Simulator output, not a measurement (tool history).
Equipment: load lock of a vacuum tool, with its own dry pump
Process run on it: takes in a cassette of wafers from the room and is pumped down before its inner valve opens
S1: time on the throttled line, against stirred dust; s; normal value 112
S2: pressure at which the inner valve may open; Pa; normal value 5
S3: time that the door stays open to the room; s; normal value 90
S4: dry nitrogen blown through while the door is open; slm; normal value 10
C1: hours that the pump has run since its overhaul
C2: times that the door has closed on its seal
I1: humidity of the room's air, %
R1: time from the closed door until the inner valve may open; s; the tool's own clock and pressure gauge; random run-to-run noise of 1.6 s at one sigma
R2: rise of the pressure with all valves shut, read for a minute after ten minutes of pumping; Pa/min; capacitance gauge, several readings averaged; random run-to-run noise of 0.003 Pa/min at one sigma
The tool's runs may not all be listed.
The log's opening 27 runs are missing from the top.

{"run": 28, "hour": 3790.0, "S1": 112, "S2": 5, "S3": 172, "S4": 7, "C1": 11011, "C2": 19501, "I1": 46.2, "R1": 284.9, "R2": 0.201}
{"run": 29, "hour": 3933.4, "S1": 100, "S2": 5, "S3": 106, "S4": 5, "C1": 11155, "C2": 20052, "I1": 44.3, "R1": 276.3, "R2": 0.201}
{"run": 30, "hour": 4120.5, "S1": 137, "S2": 5, "S3": 125, "S4": 6, "C1": 11342, "C2": 20771, "I1": 42.5, "R1": 304.8, "R2": 0.211}
{"run": 31, "hour": 4230.6, "S1": 137, "S2": 5, "S3": 125, "S4": 6, "C1": 11452, "C2": 21194, "I1": 43, "R1": 300.3, "R2": 0.223}
{"run": 32, "hour": 4358.9, "S1": 137, "S2": 5, "S3": 125, "S4": 6, "C1": 11580, "C2": 21688, "I1": 46.8, "R1": 299, "R2": 0.235}
{"run": 33, "hour": 4488.0, "S1": 137, "S2": 5, "S3": 125, "S4": 6, "C1": 11709, "C2": 22184, "I1": 43.9, "R1": 298.8, "R2": 0.235}
{"run": 34, "hour": 4623.8, "S1": 76, "S2": 6, "S3": 79, "S4": 8, "C1": 11845, "C2": 22706, "I1": 47.1, "R1": 254.3, "R2": 0.228}
{"run": 35, "hour": 4805.0, "S1": 107, "S2": 5, "S3": 90, "S4": 17, "C1": 12026, "C2": 23402, "I1": 46.4, "R1": 280.2, "R2": 0.224}
{"run": 36, "hour": 4924.7, "S1": 107, "S2": 5, "S3": 90, "S4": 17, "C1": 12146, "C2": 23863, "I1": 46.2, "R1": 281.6, "R2": 0.227}
{"run": 37, "hour": 5077.7, "S1": 213, "S2": 6, "S3": 90, "S4": 10, "C1": 12299, "C2": 24451, "I1": 44.9, "R1": 347.8, "R2": 0.251}

4 options for the next run, each taken on its own from the tool as it stands now. Forecast them:
{"run": "A", "hour": 5163.8, "S1": 213, "S2": 8, "S3": 90, "S4": 10, "C1": 12385, "C2": 24782, "I1": 44.8, "R1": "?", "R2": "?"}
{"run": "B", "hour": 5163.8, "S1": 188, "S2": 8, "S3": 122, "S4": 10, "C1": 12385, "C2": 24782, "I1": 43.3, "R1": "?", "R2": "?"}
{"run": "C", "hour": 5163.8, "S1": 164, "S2": 6, "S3": 90, "S4": 43, "C1": 12385, "C2": 24782, "I1": 45.8, "R1": "?", "R2": "?"}
{"run": "D", "hour": 5163.8, "S1": 112, "S2": 8, "S3": 90, "S4": 10, "C1": 12385, "C2": 24782, "I1": 39.4, "R1": "?", "R2": "?"}

run=A R1=347 R2=0.261
run=B R1=328.8 R2=0.262
run=C R1=314.3 R2=0.249
run=D R1=273.5 R2=0.247
With the hidden condition removed and each run's random variation left untouched, the same runs would have given:
run=A R1=323.7 R2=0.031
run=B R1=304.6 R2=0.031
run=C R1=287.7 R2=0.013
run=D R1=245.1 R2=0.02
